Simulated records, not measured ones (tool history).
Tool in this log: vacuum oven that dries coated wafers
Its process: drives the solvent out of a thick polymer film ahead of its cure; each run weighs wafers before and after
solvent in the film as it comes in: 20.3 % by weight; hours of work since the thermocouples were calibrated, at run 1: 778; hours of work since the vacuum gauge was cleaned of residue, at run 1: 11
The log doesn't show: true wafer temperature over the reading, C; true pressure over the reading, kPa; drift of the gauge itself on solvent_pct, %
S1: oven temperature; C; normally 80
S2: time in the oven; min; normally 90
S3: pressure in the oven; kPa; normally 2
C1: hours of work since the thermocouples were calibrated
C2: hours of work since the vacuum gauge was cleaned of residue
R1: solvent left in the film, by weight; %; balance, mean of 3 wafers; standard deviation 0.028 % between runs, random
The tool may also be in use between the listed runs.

run 1 hour=0 | S1=80 S2=90 S3=2 | C1=778 C2=11 | R1=1.39
run 2 hour=25.1 | S1=80 S2=90 S3=2 | C1=797 C2=30 | R1=1.48
run 3 hour=53.3 | S1=80 S2=90 S3=2 | C1=819 C2=52 | R1=1.43
run 4 hour=85.8 | S1=80 S2=90 S3=2 | C1=845 C2=78 | R1=1.46
-- hour=116.7 oven's thermocouples calibrated
run 5 hour=121.8 | S1=80 S2=90 S3=2 | C1=4 C2=104 | R1=1.54
run 6 hour=156.4 | S1=80 S2=90 S3=2 | C1=31 C2=131 | R1=1.5
run 7 hour=178 | S1=80 S2=90 S3=2 | C1=48 C2=148 | R1=1.55
run 8 hour=200.2 | S1=80 S2=90 S3=2 | C1=65 C2=165 | R1=1.55
run 9 hour=219.8 | S1=80 S2=121 S3=6.92 | C1=81 C2=181 | R1=3.77
run 10 hour=253.2 | S1=81 S2=60 S3=2.73 | C1=107 C2=207 | R1=2.59
run 11 hour=284.2 | S1=77 S2=105 S3=3.81 | C1=131 C2=231 | R1=2.88
run 12 hour=308.3 | S1=77 S2=105 S3=3.81 | C1=150 C2=250 | R1=2.92
run 13 hour=344.4 | S1=80 S2=101 S3=2 | C1=178 C2=278 | R1=1.36
run 14 hour=372.2 | S1=91 S2=91 S3=3.89 | C1=200 C2=300 | R1=1.31
run 15 hour=387.8 | S1=66 S2=160 S3=3.89 | C1=212 C2=312 | R1=5.37

Consider 4 possible next runs. They are alternatives, not a sequence: every one starts from the tool as it was left by run 15. What does each give?
run A hour=410.9 | S1=80 S2=138 S3=3.41 | C1=230 C2=330 | R1=?
run B hour=410.9 | S1=95 S2=116 S3=1.27 | C1=230 C2=330 | R1=?
run C hour=410.9 | S1=94 S2=55 S3=3.89 | C1=230 C2=330 | R1=?
run D hour=410.9 | S1=82 S2=80 S3=2.38 | C1=230 C2=330 | R1=?

run=A R1=1.91
run=B R1=0.41
run=C R1=1.26
run=D R1=1.6
Stripped of hidden state, with their random variation kept, the same runs would have yielded:
run=A R1=1.92
run=B R1=0.38
run=C R1=1.27
run=D R1=1.66
